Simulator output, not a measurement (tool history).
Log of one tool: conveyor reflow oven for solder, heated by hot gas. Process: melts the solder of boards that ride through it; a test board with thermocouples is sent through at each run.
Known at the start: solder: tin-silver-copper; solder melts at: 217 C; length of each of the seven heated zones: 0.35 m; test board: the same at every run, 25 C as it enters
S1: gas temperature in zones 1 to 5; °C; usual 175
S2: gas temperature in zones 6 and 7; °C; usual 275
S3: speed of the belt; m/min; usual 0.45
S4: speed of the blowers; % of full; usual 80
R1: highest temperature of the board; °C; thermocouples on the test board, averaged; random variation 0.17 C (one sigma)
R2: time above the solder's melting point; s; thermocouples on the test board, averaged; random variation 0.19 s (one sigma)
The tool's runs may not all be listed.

Run 1, hour 0: usual settings. Result: R1 258.6 °C, R2 74.6 s.
Run 2, hour 7.8: usual settings. Result: R1 258.5 °C, R2 75.2 s.
Run 3, hour 18.3: usual settings. Result: R1 258.6 °C, R2 74.7 s.
Run 4, hour 27.7: usual settings. Result: R1 258.4 °C, R2 74.6 s.
Run 5, hour 34.2: usual settings but S2 268 °C. Result: R1 252.6 °C, R2 70.2 s.
Run 6, hour 48.1: usual settings but S2 268 °C. Result: R1 252.5 °C, R2 70 s.
Run 7, hour 60.6: usual settings but S2 268 °C, S4 75 % of full. Result: R1 251.1 °C, R2 68.2 s.
Run 8, hour 69.7: usual settings but S2 268 °C, S4 75 % of full. Result: R1 250.8 °C, R2 68.4 s.
Run 9, hour 75.7: usual settings but S1 172 °C, S4 72 % of full. Result: R1 255 °C, R2 70.5 s.
Run 10, hour 83.5: usual settings but S1 160 °C, S4 63 % of full. Result: R1 249.3 °C, R2 59.5 s.
Run 11, hour 94.9: usual settings but S2 273 °C, S3 0.38 m/min. Result: R1 261 °C, R2 92.5 s.
Run 12, hour 100.7: usual settings but S2 273 °C, S3 0.38 m/min. Result: R1 261.6 °C, R2 92.6 s.
Run 13, hour 113.2: usual settings but S2 287 °C, S4 75 % of full. Result: R1 266.9 °C, R2 80.3 s.

Forecast each of these 4 alternatives for the next run:
Run A, hour 123.5: usual settings but S1 185 °C, S2 289 °C. Result: R1 ?, R2 ?.
Run B, hour 123.5: usual settings but S2 272 °C, S4 75 % of full. Result: R1 ?, R2 ?.
Run C, hour 123.5: usual settings but S1 184 °C, S2 270 °C, S4 72 % of full. Result: R1 ?, R2 ?.
Run D, hour 123.5: usual settings but S2 266 °C, S3 0.467 m/min, S4 75 % of full. Result: R1 ?, R2 ?.

run     R1    R2
  A  271.9  87.7
  B  254.2  71.3
  C  253.2  74.5
  D  247.7  62.8
Without the tool's hidden state the same runs would have given:
run     R1    R2
  A  272.8    88
  B  255.1  72.2
  C  253.9  75.3
  D  248.5    64
